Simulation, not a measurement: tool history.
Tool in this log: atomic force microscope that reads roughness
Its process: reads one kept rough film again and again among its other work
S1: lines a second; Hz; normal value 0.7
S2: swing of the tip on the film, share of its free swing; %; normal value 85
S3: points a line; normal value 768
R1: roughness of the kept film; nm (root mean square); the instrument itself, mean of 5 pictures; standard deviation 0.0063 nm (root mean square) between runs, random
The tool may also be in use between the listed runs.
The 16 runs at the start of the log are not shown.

At hour 371.3: new tip fitted.
Run 17, hour 388: usual settings. Result: R1 1.214 nm (root mean square).
Run 18, hour 410.6: usual settings. Result: R1 1.212 nm (root mean square).
Run 19, hour 433.3: usual settings but S3 502. Result: R1 1.191 nm (root mean square).
Run 20, hour 464.7: usual settings but S1 0.818 Hz, S2 69 %, S3 852. Result: R1 1.189 nm (root mean square).
Run 21, hour 494: usual settings but S2 71 %, S3 683. Result: R1 1.168 nm (root mean square).
Run 22, hour 526: usual settings but S2 63 %. Result: R1 1.163 nm (root mean square).
Run 23, hour 542.2: usual settings but S2 57 %, S3 377. Result: R1 1.139 nm (root mean square).
Run 24, hour 559.6: usual settings but S2 57 %, S3 377. Result: R1 1.134 nm (root mean square).
At hour 577.3: height scale calibrated on a step standard.
Run 25, hour 593.1: usual settings but S2 84 %, S3 455. Result: R1 1.068 nm (root mean square).
At hour 601.3: new tip fitted.
Run 26, hour 618.5: usual settings but S1 1.057 Hz. Result: R1 1.18 nm (root mean square).
Run 27, hour 644.4: usual settings but S1 1.526 Hz, S2 78 %. Result: R1 1.156 nm (root mean square).
Run 28, hour 667.8: usual settings but S1 1.967 Hz, S2 84 %, S3 497. Result: R1 1.102 nm (root mean square).
Run 29, hour 691.3: usual settings but S2 73 %, S3 665. Result: R1 1.168 nm (root mean square).
Run 30, hour 714.6: usual settings but S1 0.606 Hz, S2 80 %. Result: R1 1.137 nm (root mean square).
Run 31, hour 739.6: usual settings but S1 0.606 Hz, S2 80 %. Result: R1 1.13 nm (root mean square).
Run 32, hour 754.5: usual settings but S1 1.657 Hz, S2 82 %, S3 808. Result: R1 1.075 nm (root mean square).
Run 33, hour 786.2: usual settings but S1 1.657 Hz, S2 82 %, S3 808. Result: R1 1.057 nm (root mean square).
Run 34, hour 807: usual settings but S1 3.071 Hz, S3 375. Result: R1 0.977 nm (root mean square).

The next listed run, before its measurement:
At hour 830.2: new tip fitted.
Run 35, hour 833.4: usual settings but S1 0.792 Hz, S2 55 %, S3 985. Result: R1 ?.

Run 35 measured R1 1.23 nm (root mean square).
Without the tool's hidden state the same run would have given R1 1.232 nm (root mean square).
